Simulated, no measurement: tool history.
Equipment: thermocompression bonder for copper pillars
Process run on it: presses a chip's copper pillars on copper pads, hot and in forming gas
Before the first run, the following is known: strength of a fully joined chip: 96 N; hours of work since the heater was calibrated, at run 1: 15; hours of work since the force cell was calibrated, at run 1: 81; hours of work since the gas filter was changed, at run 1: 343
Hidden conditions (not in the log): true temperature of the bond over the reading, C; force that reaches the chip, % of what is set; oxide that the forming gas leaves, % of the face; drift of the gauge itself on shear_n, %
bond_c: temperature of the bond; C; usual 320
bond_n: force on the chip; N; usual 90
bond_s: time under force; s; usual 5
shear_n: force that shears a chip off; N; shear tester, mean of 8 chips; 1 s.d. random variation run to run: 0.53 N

run	hour	bond_c	bond_n	bond_s	hours of work since the heater was calibrated	hours of work since the force cell was calibrated	hours of work since the gas filter was changed	shear_n
1	0	320	90	5	15	81	343	58.7
2	20.5	320	90	5	27	94	356	59.2
# hour 23.8: forming gas filter changed
3	43.2	304	90	5	40	107	12	56.9
4	69.6	320	90	5	56	123	28	65.3
5	105.7	320	107	5	78	145	50	69.5
6	150.5	320	107	5	105	172	77	68.8
7	193	320	107	5	131	198	103	68.1
8	224	320	107	5	150	217	121	67.5
9	243.1	320	60	11	162	228	133	62.2
10	272.3	320	126	5	179	246	151	71.6
11	306.8	310	97	5	200	267	172	59.1
12	338.5	297	90	5	219	286	191	49.5
13	370.7	336	90	9	239	306	210	74.8
14	409.7	293	98	3	263	329	234	41.5
15	447.8	320	111	11	286	352	257	75.4
16	491.1	330	135	5	312	379	283	73.6

What would each run have given without the hidden state, its run-to-run variation left as it was?
run	shear_n
1	65.2
2	66
3	57.3
4	66.2
5	71
6	71
7	71
8	71
9	65.7
10	76
11	63.5
12	53.7
13	81.1
14	46
15	83.1
16	82

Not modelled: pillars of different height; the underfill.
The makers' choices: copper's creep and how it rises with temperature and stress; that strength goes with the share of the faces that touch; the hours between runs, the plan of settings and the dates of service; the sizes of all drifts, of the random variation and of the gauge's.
